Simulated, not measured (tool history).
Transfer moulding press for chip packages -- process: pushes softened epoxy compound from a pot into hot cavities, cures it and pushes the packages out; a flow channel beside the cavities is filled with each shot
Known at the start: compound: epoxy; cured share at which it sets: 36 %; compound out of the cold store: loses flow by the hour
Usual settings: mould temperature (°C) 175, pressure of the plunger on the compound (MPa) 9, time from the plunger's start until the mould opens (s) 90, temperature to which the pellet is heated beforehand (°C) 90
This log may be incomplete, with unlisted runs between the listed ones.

run   hour  mould temperature (°C)  pressure of the plunger on the compound (MPa)  time from the plunger's start until the mould opens (s)  temperature to which the pellet is heated beforehand (°C)  incoming compound's hours out of the cold store  length that the compound runs in the flow channel (mm)  greatest force on the pins that push the packages out (N)
  1      0                     175                                              9                                                       90                                                         90                                             46.9                                                     896                                                        685
  2   28.7                     175                                              9                                                       90                                                         90                                             33.7                                                     942                                                        797
  3   52.9                     175                                              9                                                       90                                                         90                                             11.2                                                    1061                                                        873
        61  -- cavities cleaned with cleaning compound and waxed
  4   83.2                     175                                              9                                                       90                                                         90                                             40.8                                                     898                                                        580
  5  102.7                     175                                              9                                                       90                                                         90                                             14.1                                                    1040                                                        737
  6  122.6                     175                                              9                                                       90                                                         90                                             10.7                                                    1060                                                        795
  7  144.7                     181                                              9                                                       90                                                         90                                             40.4                                                     890                                                        710
     156.2  -- cavities cleaned with cleaning compound and waxed
  8    164                     175                                              9                                                       90                                                         90                                             25.2                                                     981                                                        539
  9  180.7                     175                                              9                                                       90                                                         90                                             25.1                                                     977                                                        625
     187.7  -- mould's thermocouples calibrated
 10  203.2                     175                                              9                                                       90                                                         90                                             20.7                                                    1001                                                        738
 11  226.9                     175                                              9                                                       85                                                         90                                             10.2                                                    1050                                                        927
 12  240.6                     175                                              9                                                       90                                                         90                                             47.3                                                     865                                                        795
     255.7  -- cavities cleaned with cleaning compound and waxed
 13  270.5                     175                                              9                                                       90                                                         90                                             46.4                                                     872                                                        562
 14    291                     175                                              9                                                       90                                                         90                                              9.5                                                    1057                                                        706
 15  308.2                     175                                              9                                                       90                                                         90                                             10.5                                                    1044                                                        771
 16  340.3                     181                                           9.67                                                       93                                                         81                                             19.1                                                    1008                                                        665
     351.8  -- cavities cleaned with cleaning compound and waxed
 17  365.8                     181                                           7.57                                                       93                                                         85                                             39.3                                                     806                                                        461
 18  399.4                     172                                           7.57                                                       90                                                         85                                             24.2                                                     887                                                        843
 19  425.1                     172                                           7.57                                                       90                                                         85                                             26.3                                                     887                                                        957
 20  439.4                     172                                           7.57                                                       90                                                         85                                             27.7                                                     874                                                        986
       447  -- cavities cleaned with cleaning compound and waxed
 21  459.2                     167                                           7.57                                                      120                                                         85                                             15.7                                                     952                                                        567
 22    480                     175                                              9                                                      126                                                         90                                             42.9                                                     867                                                        524
 23  501.9                     175                                           9.39                                                       90                                                         90                                             31.5                                                     941                                                        733
 24  517.4                     169                                           9.26                                                       86                                                         83                                             47.2                                                     875                                                       1180
 25  537.7                     177                                           9.76                                                       90                                                         90                                             13.2                                                    1041                                                        811
     543.7  -- cavities cleaned with cleaning compound and waxed
 26    556                     177                                           9.76                                                       90                                                         90                                             33.6                                                     941                                                        515
     573.8  -- plunger's sealing rings changed
 27  576.6                     178                                           7.26                                                       76                                                         94                                             29.7                                                     858                                                        731
 28  595.1                     178                                           7.26                                                       76                                                         94                                             33.1                                                     845                                                        776

Below are 3 alternative next runs, each starting from the tool's condition after run 28. Predict each:
  A  616.9                     180                                           7.26                                                       83                                                         94                                             21.9                                                       ?                                                          ?
  B  616.9                     175                                          10.12                                                      100                                                         94                                             44.5                                                       ?                                                          ?
  C  616.9                     179                                           7.49                                                      128                                                         94                                             12.1                                                       ?                                                          ?

run  length that the compound runs in the flow channel (mm)  greatest force on the pins that push the packages out (N)
  A                                                     886                                                        722
  B                                                     949                                                        697
  C                                                     952                                                        666
The same runs, with their run-to-run variation unchanged, on a tool lacking any hidden condition would have given:
run  length that the compound runs in the flow channel (mm)  greatest force on the pins that push the packages out (N)
  A                                                     893                                                        428
  B                                                     956                                                        415
  C                                                     959                                                        388

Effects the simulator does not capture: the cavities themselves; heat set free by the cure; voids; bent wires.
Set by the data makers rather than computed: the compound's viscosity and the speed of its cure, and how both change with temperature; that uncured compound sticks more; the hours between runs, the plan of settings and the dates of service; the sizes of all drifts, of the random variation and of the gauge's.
